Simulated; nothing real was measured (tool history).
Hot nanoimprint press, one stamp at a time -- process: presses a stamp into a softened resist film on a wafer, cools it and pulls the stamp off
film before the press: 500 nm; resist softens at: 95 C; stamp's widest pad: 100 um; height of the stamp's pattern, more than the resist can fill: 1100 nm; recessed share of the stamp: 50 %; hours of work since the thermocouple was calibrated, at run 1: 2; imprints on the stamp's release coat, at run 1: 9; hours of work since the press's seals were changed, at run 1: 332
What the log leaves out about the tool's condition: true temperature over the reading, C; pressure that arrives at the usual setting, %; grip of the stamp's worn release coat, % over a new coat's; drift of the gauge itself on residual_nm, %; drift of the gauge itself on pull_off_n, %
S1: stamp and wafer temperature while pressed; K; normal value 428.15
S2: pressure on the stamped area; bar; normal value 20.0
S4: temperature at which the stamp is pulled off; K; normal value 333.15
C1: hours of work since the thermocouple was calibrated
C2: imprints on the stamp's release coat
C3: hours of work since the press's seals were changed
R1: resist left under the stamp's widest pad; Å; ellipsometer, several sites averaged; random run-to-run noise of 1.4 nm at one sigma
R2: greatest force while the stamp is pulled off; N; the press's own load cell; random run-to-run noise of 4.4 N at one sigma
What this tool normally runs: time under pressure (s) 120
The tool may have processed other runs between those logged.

{"run": 1, "hour": 0.0, "S1": 428.15, "S2": 20.0, "time under pressure (s)": 120, "S4": 333.15, "C1": 2, "C2": 9, "C3": 332, "R1": 2397, "R2": 213}
{"run": 2, "hour": 19.8, "S1": 428.15, "S2": 20.0, "time under pressure (s)": 144, "S4": 333.15, "C1": 14, "C2": 68, "C3": 344, "R1": 2278, "R2": 212}
{"run": 3, "hour": 34.3, "S1": 428.15, "S2": 20.0, "time under pressure (s)": 144, "S4": 333.15, "C1": 23, "C2": 110, "C3": 353, "R1": 2251, "R2": 219}
{"run": 4, "hour": 51.7, "S1": 428.15, "S2": 20.0, "time under pressure (s)": 63, "S4": 333.15, "C1": 34, "C2": 162, "C3": 364, "R1": 2982, "R2": 226}
{"run": 5, "hour": 64.5, "S1": 428.15, "S2": 20.0, "time under pressure (s)": 63, "S4": 333.15, "C1": 41, "C2": 199, "C3": 372, "R1": 2964, "R2": 226}
{"run": 6, "hour": 77.6, "S1": 428.15, "S2": 20.0, "time under pressure (s)": 63, "S4": 333.15, "C1": 49, "C2": 238, "C3": 380, "R1": 2922, "R2": 232}
{"run": 7, "hour": 87.0, "S1": 425.15, "S2": 20.0, "time under pressure (s)": 63, "S4": 333.15, "C1": 55, "C2": 266, "C3": 385, "R1": 3362, "R2": 242}
{"run": 8, "hour": 105.9, "S1": 425.15, "S2": 20.0, "time under pressure (s)": 63, "S4": 333.15, "C1": 67, "C2": 321, "C3": 397, "R1": 3358, "R2": 232}
{"run": 9, "hour": 126.5, "S1": 428.15, "S2": 20.0, "time under pressure (s)": 66, "S4": 333.15, "C1": 79, "C2": 382, "C3": 409, "R1": 2944, "R2": 234}
{"run": 10, "hour": 140.5, "S1": 428.15, "S2": 14.1, "time under pressure (s)": 66, "S4": 339.15, "C1": 88, "C2": 423, "C3": 418, "R1": 3323, "R2": 240}
{"run": 11, "hour": 155.3, "S1": 428.15, "S2": 20.0, "time under pressure (s)": 120, "S4": 339.15, "C1": 97, "C2": 467, "C3": 427, "R1": 2389, "R2": 239}
{"run": 12, "hour": 172.1, "S1": 429.15, "S2": 20.0, "time under pressure (s)": 110, "S4": 339.15, "C1": 107, "C2": 516, "C3": 437, "R1": 2312, "R2": 245}
{"run": 13, "hour": 188.6, "S1": 428.15, "S2": 23.5, "time under pressure (s)": 74, "S4": 333.15, "C1": 117, "C2": 565, "C3": 447, "R1": 2576, "R2": 261}
{"run": 14, "hour": 207.7, "S1": 428.15, "S2": 20.0, "time under pressure (s)": 120, "S4": 328.15, "C1": 129, "C2": 621, "C3": 459, "R1": 2345, "R2": 270}
{"run": 15, "hour": 218.5, "S1": 428.15, "S2": 27.1, "time under pressure (s)": 166, "S4": 333.15, "C1": 136, "C2": 653, "C3": 466, "R1": 1801, "R2": 267}
{"run": 16, "hour": 235.3, "S1": 428.15, "S2": 27.1, "time under pressure (s)": 166, "S4": 333.15, "C1": 146, "C2": 702, "C3": 476, "R1": 1778, "R2": 266}
{"run": 17, "hour": 255.3, "S1": 438.15, "S2": 30.1, "time under pressure (s)": 86, "S4": 325.15, "C1": 158, "C2": 761, "C3": 488, "R1": 1216, "R2": 285}
{"run": 18, "hour": 274.0, "S1": 438.15, "S2": 30.1, "time under pressure (s)": 86, "S4": 325.15, "C1": 170, "C2": 816, "C3": 500, "R1": 1219, "R2": 299}

Branching from run 18: 5 alternative next runs. What would each branch give?
{"run": "A", "hour": 290.9, "S1": 428.15, "S2": 13.8, "time under pressure (s)": 120, "S4": 330.15, "C1": 180, "C2": 866, "C3": 510, "R1": "?", "R2": "?"}
{"run": "B", "hour": 290.9, "S1": 428.15, "S2": 27.0, "time under pressure (s)": 120, "S4": 320.15, "C1": 180, "C2": 866, "C3": 510, "R1": "?", "R2": "?"}
{"run": "C", "hour": 290.9, "S1": 428.15, "S2": 24.9, "time under pressure (s)": 120, "S4": 333.15, "C1": 180, "C2": 866, "C3": 510, "R1": "?", "R2": "?"}
{"run": "D", "hour": 290.9, "S1": 432.15, "S2": 20.9, "time under pressure (s)": 86, "S4": 325.15, "C1": 180, "C2": 866, "C3": 510, "R1": "?", "R2": "?"}
{"run": "E", "hour": 290.9, "S1": 438.15, "S2": 14.1, "time under pressure (s)": 139, "S4": 333.15, "C1": 180, "C2": 866, "C3": 510, "R1": "?", "R2": "?"}

run=A R1=2763 R2=287
run=B R1=2020 R2=297
run=C R1=2113 R2=288
run=D R1=2057 R2=300
run=E R1=1511 R2=265
Stripped of hidden state, with their random variation kept, the same runs would have yielded:
run=A R1=2866 R2=218
run=B R1=2091 R2=226
run=C R1=2190 R2=219
run=D R1=2131 R2=228
run=E R1=1571 R2=202

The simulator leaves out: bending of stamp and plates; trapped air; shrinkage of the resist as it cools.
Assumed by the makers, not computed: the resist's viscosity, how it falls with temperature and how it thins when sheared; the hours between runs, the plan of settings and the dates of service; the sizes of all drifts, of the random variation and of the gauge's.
